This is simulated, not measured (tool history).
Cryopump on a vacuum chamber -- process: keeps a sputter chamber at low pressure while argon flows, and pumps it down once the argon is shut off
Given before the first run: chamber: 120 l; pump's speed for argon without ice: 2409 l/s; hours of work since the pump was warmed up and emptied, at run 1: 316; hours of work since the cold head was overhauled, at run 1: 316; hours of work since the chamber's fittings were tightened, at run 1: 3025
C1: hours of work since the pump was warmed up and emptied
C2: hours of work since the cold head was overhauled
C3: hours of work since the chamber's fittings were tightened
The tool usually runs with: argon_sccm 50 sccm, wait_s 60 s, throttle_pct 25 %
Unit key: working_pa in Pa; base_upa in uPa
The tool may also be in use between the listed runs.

Run 1, hour 0: usual settings; C1 316; C2 316; C3 3025. Result: working_pa 0.144 Pa, base_upa 1.25 uPa.
Run 2, hour 15.5: usual settings; C1 323; C2 323; C3 3032. Result: working_pa 0.1437 Pa, base_upa 1.26 uPa.
Run 3, hour 31.5: usual settings; C1 331; C2 331; C3 3040. Result: working_pa 0.1434 Pa, base_upa 1.23 uPa.
Run 4, hour 51.9: usual settings; C1 340; C2 340; C3 3049. Result: working_pa 0.1439 Pa, base_upa 1.28 uPa.
Run 5, hour 68.6: usual settings; C1 348; C2 348; C3 3057. Result: working_pa 0.1436 Pa, base_upa 1.24 uPa.
At hour 74.3: leaking fittings of the chamber tightened, without venting.
Run 6, hour 81.4: usual settings; C1 353; C2 353; C3 3. Result: working_pa 0.1443 Pa, base_upa 0.57 uPa.
Run 7, hour 96.9: usual settings; C1 360; C2 360; C3 11. Result: working_pa 0.1435 Pa, base_upa 0.56 uPa.
Run 8, hour 119.1: usual settings; C1 371; C2 371; C3 21. Result: working_pa 0.1434 Pa, base_upa 0.59 uPa.
Run 9, hour 140.5: usual settings; C1 381; C2 381; C3 31. Result: working_pa 0.1442 Pa, base_upa 0.57 uPa.
Run 10, hour 159.1: usual settings; C1 390; C2 390; C3 40. Result: working_pa 0.1449 Pa, base_upa 0.59 uPa.
Run 11, hour 168.2: usual settings; C1 394; C2 394; C3 44. Result: working_pa 0.1441 Pa, base_upa 0.6 uPa.
Run 12, hour 189.2: usual settings; C1 404; C2 404; C3 54. Result: working_pa 0.1448 Pa, base_upa 0.59 uPa.
Run 13, hour 206.9: usual settings; C1 412; C2 412; C3 62. Result: working_pa 0.1445 Pa, base_upa 0.57 uPa.
Run 14, hour 225.2: usual settings but wait_s 38 s; C1 421; C2 421; C3 71. Result: working_pa 0.1446 Pa, base_upa 0.8 uPa.
Run 15, hour 246.8: usual settings; C1 431; C2 431; C3 81. Result: working_pa 0.1444 Pa, base_upa 0.59 uPa.
Run 16, hour 258.7: usual settings but argon_sccm 41 sccm, wait_s 66 s, throttle_pct 48 %; C1 437; C2 437; C3 87. Result: working_pa 0.0631 Pa, base_upa 0.54 uPa.
Run 17, hour 272.5: usual settings but argon_sccm 41 sccm, wait_s 66 s, throttle_pct 48 %; C1 443; C2 443; C3 93. Result: working_pa 0.0634 Pa, base_upa 0.55 uPa.
Run 18, hour 284.3: usual settings but argon_sccm 41 sccm, wait_s 66 s, throttle_pct 48 %; C1 449; C2 449; C3 99. Result: working_pa 0.0638 Pa, base_upa 0.52 uPa.
Run 19, hour 293.6: usual settings but argon_sccm 41 sccm, wait_s 90 s, throttle_pct 17 %; C1 453; C2 453; C3 103. Result: working_pa 0.1734 Pa, base_upa 0.45 uPa.
Run 20, hour 315.2: usual settings but argon_sccm 41 sccm, wait_s 90 s, throttle_pct 17 %; C1 463; C2 463; C3 113. Result: working_pa 0.1728 Pa, base_upa 0.47 uPa.
Run 21, hour 335.2: usual settings but argon_sccm 41 sccm, wait_s 90 s, throttle_pct 21 %; C1 473; C2 473; C3 123. Result: working_pa 0.1416 Pa, base_upa 0.45 uPa.
Run 22, hour 354.7: usual settings but argon_sccm 41 sccm, wait_s 24 s, throttle_pct 21 %; C1 482; C2 482; C3 132. Result: working_pa 0.1407 Pa, base_upa 1.23 uPa.
Run 23, hour 369.9: usual settings but argon_sccm 27 sccm, wait_s 24 s, throttle_pct 29 %; C1 489; C2 489; C3 139. Result: working_pa 0.0679 Pa, base_upa 1.22 uPa.
Run 24, hour 392.3: usual settings but argon_sccm 21 sccm, wait_s 47 s, throttle_pct 29 %; C1 499; C2 499; C3 150. Result: working_pa 0.0534 Pa, base_upa 0.77 uPa.
Run 25, hour 403.9: usual settings but argon_sccm 31 sccm, wait_s 167 s, throttle_pct 54 %; C1 505; C2 505; C3 155. Result: working_pa 0.0434 Pa, base_upa 0.31 uPa.
Run 26, hour 425: usual settings but argon_sccm 31 sccm, wait_s 167 s, throttle_pct 54 %; C1 515; C2 515; C3 165. Result: working_pa 0.0436 Pa, base_upa 0.38 uPa.
Run 27, hour 443.4: usual settings but wait_s 29 s, throttle_pct 36 %; C1 523; C2 523; C3 174. Result: working_pa 0.1025 Pa, base_upa 1.07 uPa.
Run 28, hour 461.7: usual settings but wait_s 51 s; C1 532; C2 532; C3 182. Result: working_pa 0.1458 Pa, base_upa 0.7 uPa.
Run 29, hour 473.2: usual settings but argon_sccm 23 sccm; C1 537; C2 537; C3 188. Result: working_pa 0.0668 Pa, base_upa 0.62 uPa.

5 options for the next run, each taken on its own from the tool as it stands now. Forecast them:
Run A, hour 495.3: usual settings but argon_sccm 27 sccm; C1 548; C2 548; C3 198. Result: working_pa ?, base_upa ?.
Run B, hour 495.3: usual settings but argon_sccm 27 sccm, throttle_pct 32 %; C1 548; C2 548; C3 198. Result: working_pa ?, base_upa ?.
Run C, hour 495.3: usual settings but argon_sccm 48 sccm, wait_s 101 s, throttle_pct 46 %; C1 548; C2 548; C3 198. Result: working_pa ?, base_upa ?.
Run D, hour 495.3: usual settings but argon_sccm 23 sccm, wait_s 53 s, throttle_pct 35 %; C1 548; C2 548; C3 198. Result: working_pa ?, base_upa ?.
Run E, hour 495.3: usual settings but argon_sccm 92 sccm, throttle_pct 18 %; C1 548; C2 548; C3 198. Result: working_pa ?, base_upa ?.

run  working_pa  base_upa
  A      0.0785      0.63
  B      0.0622      0.61
  C      0.0784      0.46
  D       0.048      0.71
  E      0.3689      0.63
The same runs, with their run-to-run variation unchanged, on a tool lacking any hidden condition would have given:
run  working_pa  base_upa
  A      0.0755      0.55
  B      0.0592      0.53
  C      0.0731      0.38
  D      0.0455      0.62
  E      0.3586      0.55

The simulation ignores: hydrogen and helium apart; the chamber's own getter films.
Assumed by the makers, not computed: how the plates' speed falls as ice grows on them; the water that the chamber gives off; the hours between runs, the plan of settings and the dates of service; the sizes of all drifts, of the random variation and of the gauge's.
